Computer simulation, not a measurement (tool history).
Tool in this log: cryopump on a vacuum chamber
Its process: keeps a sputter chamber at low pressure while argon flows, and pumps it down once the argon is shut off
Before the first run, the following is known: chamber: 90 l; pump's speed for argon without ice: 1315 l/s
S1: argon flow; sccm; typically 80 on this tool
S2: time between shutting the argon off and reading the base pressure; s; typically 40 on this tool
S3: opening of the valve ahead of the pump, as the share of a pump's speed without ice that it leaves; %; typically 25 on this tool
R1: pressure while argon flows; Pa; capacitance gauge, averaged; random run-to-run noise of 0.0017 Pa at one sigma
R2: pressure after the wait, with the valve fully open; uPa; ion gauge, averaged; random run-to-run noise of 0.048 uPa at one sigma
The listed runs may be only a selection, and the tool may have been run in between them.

run,hour,S1,S2,S3,R1,R2
1,0,80,40,25,0.4206,3.08
2,21.8,80,40,25,0.4214,3.14
3,33.9,80,80,25,0.4227,1.82
4,54.4,80,46,25,0.4202,2.8
5,71.6,80,110,25,0.4252,1.5
6,91.4,63,40,25,0.3341,3.18
7,114.8,63,40,25,0.3335,3.18
8,133.2,63,40,25,0.338,3.19
9,154.6,34,291,28,0.1644,0.87
10,168.8,34,291,28,0.1631,0.9
11,190,59,135,19,0.4106,1.37
12,209.8,80,277,25,0.4273,0.9
13,231.1,80,277,25,0.4316,0.93
14,252,80,140,27,0.4017,1.28
15,270.9,80,140,27,0.4026,1.34

Predict each of these 3 candidate next runs independently; none follows another, all start after run 15:
A,291.3,62,275,26,?,?
B,291.3,80,282,17,?,?
C,291.3,85,239,47,?,?

run,R1,R2
A,0.3234,0.95
B,0.6269,0.93
C,0.2572,1
Had the tool no hidden state, the same runs would have come out as:
run,R1,R2
A,0.3055,0.63
B,0.6038,0.59
C,0.2325,0.67
